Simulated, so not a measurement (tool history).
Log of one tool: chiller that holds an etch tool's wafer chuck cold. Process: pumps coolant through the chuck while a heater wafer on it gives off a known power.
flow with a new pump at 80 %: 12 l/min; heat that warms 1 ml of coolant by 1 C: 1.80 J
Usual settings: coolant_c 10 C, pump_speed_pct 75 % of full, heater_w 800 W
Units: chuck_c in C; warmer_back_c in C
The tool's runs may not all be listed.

{"run": 1, "hour": 0.0, "coolant_c": 10, "pump_speed_pct": 75, "heater_w": 800, "chuck_c": 16.2, "warmer_back_c": 2.45}
{"run": 2, "hour": 22.4, "coolant_c": 10, "pump_speed_pct": 75, "heater_w": 800, "chuck_c": 16.2, "warmer_back_c": 2.47}
{"run": 3, "hour": 64.6, "coolant_c": 10, "pump_speed_pct": 75, "heater_w": 800, "chuck_c": 16.3, "warmer_back_c": 2.41}
{"run": 4, "hour": 110.5, "coolant_c": 10, "pump_speed_pct": 75, "heater_w": 800, "chuck_c": 16.3, "warmer_back_c": 2.51}
{"run": 5, "hour": 147.9, "coolant_c": 10, "pump_speed_pct": 86, "heater_w": 800, "chuck_c": 15.7, "warmer_back_c": 2.13}
{"run": 6, "hour": 197.6, "coolant_c": 11, "pump_speed_pct": 75, "heater_w": 800, "chuck_c": 17.3, "warmer_back_c": 2.57}
{"run": 7, "hour": 238.7, "coolant_c": 11, "pump_speed_pct": 75, "heater_w": 685, "chuck_c": 16.2, "warmer_back_c": 2.21}
{"run": 8, "hour": 262.9, "coolant_c": 14, "pump_speed_pct": 75, "heater_w": 572, "chuck_c": 18.3, "warmer_back_c": 1.76}
{"run": 9, "hour": 305.9, "coolant_c": 10, "pump_speed_pct": 77, "heater_w": 567, "chuck_c": 14.2, "warmer_back_c": 1.7}
{"run": 10, "hour": 330.0, "coolant_c": 4, "pump_speed_pct": 63, "heater_w": 1148, "chuck_c": 14.2, "warmer_back_c": 4.22}
{"run": 11, "hour": 381.7, "coolant_c": 13, "pump_speed_pct": 87, "heater_w": 1162, "chuck_c": 21.6, "warmer_back_c": 3.17}
{"run": 12, "hour": 405.2, "coolant_c": 17, "pump_speed_pct": 92, "heater_w": 589, "chuck_c": 20.9, "warmer_back_c": 1.48}
{"run": 13, "hour": 436.0, "coolant_c": 17, "pump_speed_pct": 78, "heater_w": 589, "chuck_c": 21.3, "warmer_back_c": 1.78}
{"run": 14, "hour": 486.5, "coolant_c": 5, "pump_speed_pct": 75, "heater_w": 1134, "chuck_c": 14.2, "warmer_back_c": 3.54}

5 ways to go on from here, each from the tool as it stands after run 14. What would each give?
{"run": "A", "hour": 533.0, "coolant_c": 2, "pump_speed_pct": 72, "heater_w": 425, "chuck_c": "?", "warmer_back_c": "?"}
{"run": "B", "hour": 533.0, "coolant_c": 10, "pump_speed_pct": 73, "heater_w": 800, "chuck_c": "?", "warmer_back_c": "?"}
{"run": "C", "hour": 533.0, "coolant_c": 1, "pump_speed_pct": 97, "heater_w": 800, "chuck_c": "?", "warmer_back_c": "?"}
{"run": "D", "hour": 533.0, "coolant_c": 4, "pump_speed_pct": 65, "heater_w": 617, "chuck_c": "?", "warmer_back_c": "?"}
{"run": "E", "hour": 533.0, "coolant_c": 2, "pump_speed_pct": 99, "heater_w": 809, "chuck_c": "?", "warmer_back_c": "?"}

run=A chuck_c=5.3 warmer_back_c=1.36
run=B chuck_c=16.3 warmer_back_c=2.56
run=C chuck_c=6.4 warmer_back_c=1.96
run=D chuck_c=9.2 warmer_back_c=2.28
run=E chuck_c=7.3 warmer_back_c=1.9
Without the tool's hidden state the same runs would have given:
run=A chuck_c=4.9 warmer_back_c=1.28
run=B chuck_c=15.2 warmer_back_c=2.41
run=C chuck_c=5.5 warmer_back_c=1.85
run=D chuck_c=8.4 warmer_back_c=2.14
run=E chuck_c=6.4 warmer_back_c=1.78
